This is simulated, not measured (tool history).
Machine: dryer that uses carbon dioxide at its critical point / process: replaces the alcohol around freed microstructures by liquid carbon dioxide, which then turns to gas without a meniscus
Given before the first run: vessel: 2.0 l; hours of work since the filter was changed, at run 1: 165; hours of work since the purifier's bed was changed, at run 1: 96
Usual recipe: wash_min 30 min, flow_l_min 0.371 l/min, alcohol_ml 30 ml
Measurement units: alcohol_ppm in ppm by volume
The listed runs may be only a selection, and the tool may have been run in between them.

run,hour,wash_min,flow_l_min,alcohol_ml,hours of work since the filter was changed,hours of work since the purifier's bed was changed,alcohol_ppm
1,0,30,0.371,30,165,96,355
2,25.4,22,0.371,30,172,104,922
3,47.6,22,0.371,30,179,111,958
4,70.2,22,0.371,30,186,118,969
5,100,22,0.371,30,195,127,985
6,115.8,21,0.371,30,200,132,1103
7,131.8,21,0.371,30,205,137,1093
8,152.6,35,0.371,30,212,143,223
9,170,35,0.371,30,217,149,234
10,188.2,35,0.371,30,223,154,227
# hour 201.3: inlet filter changed
11,208.7,35,0.371,30,2,160,163
12,234.1,35,0.246,30,10,168,634
13,270.9,30,0.371,80,21,180,713
14,291.9,30,0.371,80,28,186,716
15,327.4,30,0.371,50,39,197,474
16,351.6,30,0.371,50,46,204,473
17,379.1,30,0.371,50,55,213,482
18,396.8,30,0.371,28,60,218,301
19,433.7,23,0.371,28,72,230,713
20,460.3,23,0.371,28,80,238,717
21,481.2,30,0.371,30,86,244,335
22,509,30,0.371,30,95,253,327
23,542.6,30,0.371,25,105,263,294
24,567.9,30,0.371,25,113,271,299
25,591.7,30,0.285,31,120,278,813
26,624.2,23,0.43,30,130,288,543
27,658.7,23,0.43,30,141,299,547
28,690.2,48,0.329,51,151,309,166
29,727,48,0.329,51,162,320,173
30,754.8,30,0.436,43,171,329,307
31,782.3,23,0.457,28,179,337,469
32,811.3,19,0.309,28,188,346,2008
33,829.5,35,0.617,28,194,352,80
34,850.6,30,0.246,63,200,358,2630
35,878,30,0.246,63,209,367,2599
36,914.4,26,0.412,100,220,378,1492
# hour 935.6: inlet filter changed
37,944.9,22,0.528,30,3,387,296
38,975.3,24,0.282,30,12,396,1288
39,1001.3,24,0.584,22,20,404,143
40,1034.4,31,0.372,22,30,415,237
41,1052.6,29,0.24,92,36,420,3639
42,1075.7,29,0.24,92,43,427,3598
43,1095.1,23,0.54,30,49,433,261
44,1126.6,23,0.54,30,59,443,269
45,1143.2,29,0.54,73,64,448,229
46,1159.5,29,0.304,104,69,453,2210
47,1179.1,37,0.304,33,75,459,359

Each row is a separate what-if for the run after 47, all from the same tool condition, not one after another. Results?
A,1210.9,40,0.3,33,85,469,?
B,1210.9,37,0.388,39,85,469,?
C,1210.9,39,0.371,30,85,469,?
D,1210.9,37,0.448,25,85,469,?

run,alcohol_ppm
A,324
B,215
C,175
D,129
Stripped of hidden state, with their random variation kept, the same runs would have yielded:
run,alcohol_ppm
A,193
B,103
C,71
D,34
